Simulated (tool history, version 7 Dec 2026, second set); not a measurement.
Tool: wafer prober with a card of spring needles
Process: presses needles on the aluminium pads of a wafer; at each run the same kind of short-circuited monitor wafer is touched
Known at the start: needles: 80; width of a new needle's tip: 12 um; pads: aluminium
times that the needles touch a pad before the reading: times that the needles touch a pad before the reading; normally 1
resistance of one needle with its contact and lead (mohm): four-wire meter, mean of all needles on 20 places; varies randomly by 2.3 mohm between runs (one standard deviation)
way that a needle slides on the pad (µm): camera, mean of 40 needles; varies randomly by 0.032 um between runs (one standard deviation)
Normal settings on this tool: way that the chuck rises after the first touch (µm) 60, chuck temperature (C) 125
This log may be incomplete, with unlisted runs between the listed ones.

run	hour	way that the chuck rises after the first touch (µm)	chuck temperature (C)	times that the needles touch a pad before the reading	resistance of one needle with its contact and lead (mohm)	way that a needle slides on the pad (µm)
1	0	60	125	1	420	14.91
# hour 7: tips cleaned on abrasive film
# hour 39.1: tips cleaned on abrasive film
2	39.1	47	125	1	286	11.54
# hour 72.1: tips cleaned on abrasive film
3	72.6	60	39	1	257	14.89
# hour 104.2: tips cleaned on abrasive film
4	112.6	60	39	1	336	14.82
# hour 136.6: tips cleaned on abrasive film
5	152.4	60	39	1	388	14.77
# hour 170.3: tips cleaned on abrasive film
6	171.9	60	93	1	291	14.78
7	198.6	60	125	2	364	14.77
# hour 204.2: tips cleaned on abrasive film
8	227	60	125	1	409	14.76
# hour 237.3: tips cleaned on abrasive film
9	265.8	60	73	1	420	14.74
# hour 271.9: tips cleaned on abrasive film
10	301.4	60	73	1	431	14.76
# hour 305.2: tips cleaned on abrasive film
11	325.6	60	73	1	401	14.69
# hour 337.1: tips cleaned on abrasive film
# hour 343: height of the first contact set anew
12	347.9	60	125	1	355	15.31
# hour 371.1: tips cleaned on abrasive film
13	386.6	60	125	1	383	15.25
# hour 405.6: tips cleaned on abrasive film
14	420.2	60	125	1	383	15.21
# hour 438.5: tips cleaned on abrasive film
15	454.8	60	125	1	389	15.27
# hour 471.8: tips cleaned on abrasive film
16	489.9	64	125	1	375	16.13
# hour 505.3: tips cleaned on abrasive film
17	515.3	64	125	1	342	16.16
# hour 539.2: tips cleaned on abrasive film
18	546.7	64	125	1	338	16.16
19	570	64	125	1	413	16.16
# hour 573.8: tips cleaned on abrasive film
# hour 608.5: tips cleaned on abrasive film
20	608.5	43	96	2	274	10.74
21	634.6	43	96	2	454	10.78
# hour 641.4: tips cleaned on abrasive film
22	656.5	70	52	1	345	17.66
# hour 673.8: tips cleaned on abrasive film
23	674.1	70	52	1	257	17.62
# hour 706.9: tips cleaned on abrasive film
24	709.2	45	44	1	312	11.22

Measured minus without-hidden-state, run by run (identical run-to-run variation in each term; gauge scatter may differ):
Hidden state present: debris on the tips, nm; way that the needles fall short of the set height, um; tips' diameter, um; drift of the gauge itself on contact_mohm, %; drift of the gauge itself on scrub_um, %.
run	resistance of one needle with its contact and lead (mohm)	way that a needle slides on the pad (µm)
1	+154	-0.39
2	+14	-0.44
3	+18	-0.47
4	+96	-0.49
5	+146	-0.52
6	+36	-0.55
7	+99	-0.55
8	+148	-0.57
9	+171	-0.59
10	+182	-0.61
11	+149	-0.62
12	+92	+0
13	+114	-0.02
14	+114	-0.05
15	+123	-0.09
16	+114	-0.1
17	+83	-0.14
18	+76	-0.17
19	+150	-0.17
20	+12	-0.21
21	+185	-0.21
22	+102	-0.24
23	+13	-0.25
24	+60	-0.28
